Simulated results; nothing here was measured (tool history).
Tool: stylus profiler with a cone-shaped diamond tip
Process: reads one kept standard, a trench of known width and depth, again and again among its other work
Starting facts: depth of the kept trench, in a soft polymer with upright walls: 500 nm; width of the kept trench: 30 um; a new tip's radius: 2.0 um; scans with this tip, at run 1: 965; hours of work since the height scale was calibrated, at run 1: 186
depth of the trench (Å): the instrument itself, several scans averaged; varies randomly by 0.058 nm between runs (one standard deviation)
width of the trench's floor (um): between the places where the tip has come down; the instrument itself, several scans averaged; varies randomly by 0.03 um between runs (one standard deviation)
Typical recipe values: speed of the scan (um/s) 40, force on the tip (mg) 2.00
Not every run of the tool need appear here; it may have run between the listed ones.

run   hour  speed of the scan (um/s)  force on the tip (mg)  scans with this tip  hours of work since the height scale was calibrated  depth of the trench (Å)  width of the trench's floor (um)
  1    0.0                        40                   2.00                  965                                                  186                   5053.8                             26.97
  2   14.3                        40                   2.00                 1000                                                  193                   5054.4                             26.92
  3   35.7                        40                   0.81                 1054                                                  203                   5029.6                             26.80
  4   48.1                        40                   0.81                 1085                                                  209                   5030.7                             26.83
  5   60.2                        40                   0.83                 1115                                                  215                   5031.4                             26.81
  6   77.0                        40                   0.83                 1157                                                  223                   5031.2                             26.75
  7  106.5                        40                   2.00                 1231                                                  237                   5054.6                             26.94
  8  120.5                        45                   2.00                 1265                                                  244                   5055.1                             26.92
  9  134.7                        74                   2.00                 1301                                                  251                   5054.4                             26.68
 10  156.6                        74                   2.00                 1355                                                  261                   5055.3                             26.66
 11  179.3                        74                   2.00                 1412                                                  272                   5055.4                             26.66
 12  209.6                        74                   2.00                 1488                                                  287                   5055.5                             26.64
     212.4  -- height scale calibrated on a step standard
 13  238.7                        74                   2.00                 1559                                                   13                   5057.0                             26.70
 14  266.4                        14                   3.93                 1628                                                   26                   5086.5                             27.02
 15  288.0                        36                   2.47                 1682                                                   36                   5064.6                             26.91
 16  301.7                        12                   3.14                 1716                                                   43                   5074.6                             27.02
 17  317.2                        18                   0.68                 1755                                                   50                   5031.7                             26.96
 18  340.3                       108                   3.84                 1813                                                   62                   5085.2                             26.60
     359.5  -- height scale calibrated on a step standard, once more
 19  369.2                        76                   5.49                 1884                                                    5                   5099.4                             26.73
 20  398.8                        76                   5.49                 1958                                                   19                   5098.9                             26.82
 21  412.3                       135                   2.40                 1991                                                   25                   5057.5                             26.27
 22  434.5                        25                   1.05                 2047                                                   36                   5033.1                             26.89
 23  453.0                        48                   1.05                 2093                                                   45                   5032.1                             26.59
 24  479.5                        48                   1.05                 2159                                                   58                   5033.4                             26.64
 25  498.3                        60                   0.78                 2206                                                   67                   5026.1                             26.39

What if the next run were any one of these 4? Each begins from the tool's condition after run 25:
  A  512.0                        30                   2.00                 2240                                                   73                        ?                                 ?
  B  512.0                        52                   0.78                 2240                                                   73                        ?                                 ?
  C  512.0                        25                   1.18                 2240                                                   73                        ?                                 ?
  D  512.0                        23                   3.51                 2240                                                   73                        ?                                 ?

run  depth of the trench (Å)  width of the trench's floor (um)
  A                   5051.1                             26.84
  B                   5026.4                             26.50
  C                   5034.4                             26.87
  D                   5074.8                             26.97
Without the tool's hidden state the same runs would have given:
run  depth of the trench (Å)  width of the trench's floor (um)
  A                   5050.9                             27.14
  B                   5026.2                             26.80
  C                   5034.2                             27.17
  D                   5074.6                             27.26
